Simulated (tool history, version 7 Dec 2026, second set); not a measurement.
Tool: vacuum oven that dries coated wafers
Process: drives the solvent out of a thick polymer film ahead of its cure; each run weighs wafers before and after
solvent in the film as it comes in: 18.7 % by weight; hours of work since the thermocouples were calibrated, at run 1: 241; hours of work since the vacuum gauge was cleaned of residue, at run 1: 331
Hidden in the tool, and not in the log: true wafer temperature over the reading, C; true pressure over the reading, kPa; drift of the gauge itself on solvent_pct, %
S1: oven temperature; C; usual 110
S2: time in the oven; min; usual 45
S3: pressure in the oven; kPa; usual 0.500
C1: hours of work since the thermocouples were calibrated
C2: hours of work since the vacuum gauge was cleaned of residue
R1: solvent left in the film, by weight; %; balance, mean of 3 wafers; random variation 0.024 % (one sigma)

{"run": 1, "hour": 0.0, "S1": 110, "S2": 45, "S3": 0.5, "C1": 241, "C2": 331, "R1": 1.75}
{"run": 2, "hour": 10.9, "S1": 110, "S2": 45, "S3": 0.5, "C1": 248, "C2": 338, "R1": 1.68}
{"run": 3, "hour": 21.7, "S1": 110, "S2": 45, "S3": 0.5, "C1": 255, "C2": 345, "R1": 1.74}
{"run": 4, "hour": 34.0, "S1": 110, "S2": 45, "S3": 0.5, "C1": 263, "C2": 353, "R1": 1.71}
{"run": 5, "hour": 42.4, "S1": 110, "S2": 41, "S3": 0.5, "C1": 268, "C2": 358, "R1": 2.03}
{"run": 6, "hour": 51.7, "S1": 110, "S2": 41, "S3": 0.5, "C1": 274, "C2": 364, "R1": 2.05}
{"run": 7, "hour": 61.5, "S1": 110, "S2": 41, "S3": 0.5, "C1": 280, "C2": 371, "R1": 2.05}
{"run": 8, "hour": 72.0, "S1": 110, "S2": 41, "S3": 0.5, "C1": 287, "C2": 377, "R1": 2.06}
{"run": 9, "hour": 79.6, "S1": 110, "S2": 45, "S3": 0.5, "C1": 292, "C2": 382, "R1": 1.7}
{"run": 10, "hour": 89.5, "S1": 120, "S2": 45, "S3": 0.5, "C1": 298, "C2": 389, "R1": 0.53}
{"run": 11, "hour": 97.3, "S1": 120, "S2": 45, "S3": 0.5, "C1": 303, "C2": 394, "R1": 0.5}
{"run": 12, "hour": 108.7, "S1": 120, "S2": 45, "S3": 0.5, "C1": 310, "C2": 401, "R1": 0.55}
{"run": 13, "hour": 121.6, "S1": 110, "S2": 45, "S3": 1.583, "C1": 319, "C2": 409, "R1": 2.68}
{"run": 14, "hour": 136.8, "S1": 110, "S2": 45, "S3": 0.985, "C1": 328, "C2": 419, "R1": 2.13}
{"run": 15, "hour": 145.5, "S1": 110, "S2": 45, "S3": 0.985, "C1": 334, "C2": 425, "R1": 2.14}
{"run": 16, "hour": 160.5, "S1": 110, "S2": 45, "S3": 0.546, "C1": 344, "C2": 434, "R1": 1.81}
{"run": 17, "hour": 173.9, "S1": 110, "S2": 45, "S3": 0.546, "C1": 352, "C2": 443, "R1": 1.78}
{"run": 18, "hour": 183.0, "S1": 110, "S2": 45, "S3": 0.5, "C1": 358, "C2": 449, "R1": 1.72}
{"run": 19, "hour": 194.6, "S1": 110, "S2": 45, "S3": 0.5, "C1": 365, "C2": 456, "R1": 1.73}
{"run": 20, "hour": 205.6, "S1": 119, "S2": 24, "S3": 0.629, "C1": 373, "C2": 463, "R1": 2.01}
{"run": 21, "hour": 217.0, "S1": 110, "S2": 38, "S3": 0.5, "C1": 380, "C2": 470, "R1": 2.32}
{"run": 22, "hour": 229.7, "S1": 110, "S2": 45, "S3": 0.756, "C1": 388, "C2": 479, "R1": 1.98}
{"run": 23, "hour": 243.4, "S1": 123, "S2": 52, "S3": 0.378, "C1": 397, "C2": 487, "R1": 0.25}
{"run": 24, "hour": 256.7, "S1": 110, "S2": 28, "S3": 0.638, "C1": 405, "C2": 496, "R1": 3.73}
{"run": 25, "hour": 269.9, "S1": 110, "S2": 28, "S3": 0.638, "C1": 414, "C2": 504, "R1": 3.8}
{"run": 26, "hour": 277.9, "S1": 101, "S2": 29, "S3": 0.5, "C1": 419, "C2": 509, "R1": 6.48}
{"run": 27, "hour": 291.4, "S1": 101, "S2": 29, "S3": 0.5, "C1": 428, "C2": 518, "R1": 6.51}
{"run": 28, "hour": 304.3, "S1": 106, "S2": 45, "S3": 0.776, "C1": 436, "C2": 526, "R1": 3.0}
{"run": 29, "hour": 316.5, "S1": 123, "S2": 23, "S3": 0.708, "C1": 444, "C2": 534, "R1": 1.45}
{"run": 30, "hour": 331.3, "S1": 110, "S2": 30, "S3": 0.327, "C1": 453, "C2": 544, "R1": 3.24}
{"run": 31, "hour": 338.3, "S1": 110, "S2": 30, "S3": 0.391, "C1": 458, "C2": 548, "R1": 3.28}
{"run": 32, "hour": 349.5, "S1": 110, "S2": 30, "S3": 0.391, "C1": 465, "C2": 555, "R1": 3.28}
{"run": 33, "hour": 361.7, "S1": 116, "S2": 45, "S3": 0.5, "C1": 473, "C2": 563, "R1": 0.84}
{"run": 34, "hour": 373.9, "S1": 125, "S2": 46, "S3": 0.265, "C1": 480, "C2": 571, "R1": 0.17}
{"run": 35, "hour": 387.6, "S1": 122, "S2": 55, "S3": 0.437, "C1": 489, "C2": 580, "R1": 0.33}
{"run": 36, "hour": 400.0, "S1": 109, "S2": 23, "S3": 0.265, "C1": 497, "C2": 588, "R1": 4.89}
{"run": 37, "hour": 410.4, "S1": 110, "S2": 27, "S3": 1.557, "C1": 504, "C2": 594, "R1": 4.61}
{"run": 38, "hour": 420.4, "S1": 106, "S2": 45, "S3": 1.423, "C1": 510, "C2": 601, "R1": 3.58}

Forecast each of these 4 alternatives for the next run:
{"run": "A", "hour": 427.5, "S1": 119, "S2": 32, "S3": 1.423, "C1": 515, "C2": 605, "R1": "?"}
{"run": "B", "hour": 427.5, "S1": 115, "S2": 58, "S3": 1.756, "C1": 515, "C2": 605, "R1": "?"}
{"run": "C", "hour": 427.5, "S1": 110, "S2": 45, "S3": 1.861, "C1": 515, "C2": 605, "R1": "?"}
{"run": "D", "hour": 427.5, "S1": 119, "S2": 45, "S3": 0.525, "C1": 515, "C2": 605, "R1": "?"}

run=A R1=1.72
run=B R1=1.56
run=C R1=2.92
run=D R1=0.62
Without the tool's hidden state the same runs would have given:
run=A R1=1.72
run=B R1=1.56
run=C R1=2.93
run=D R1=0.62
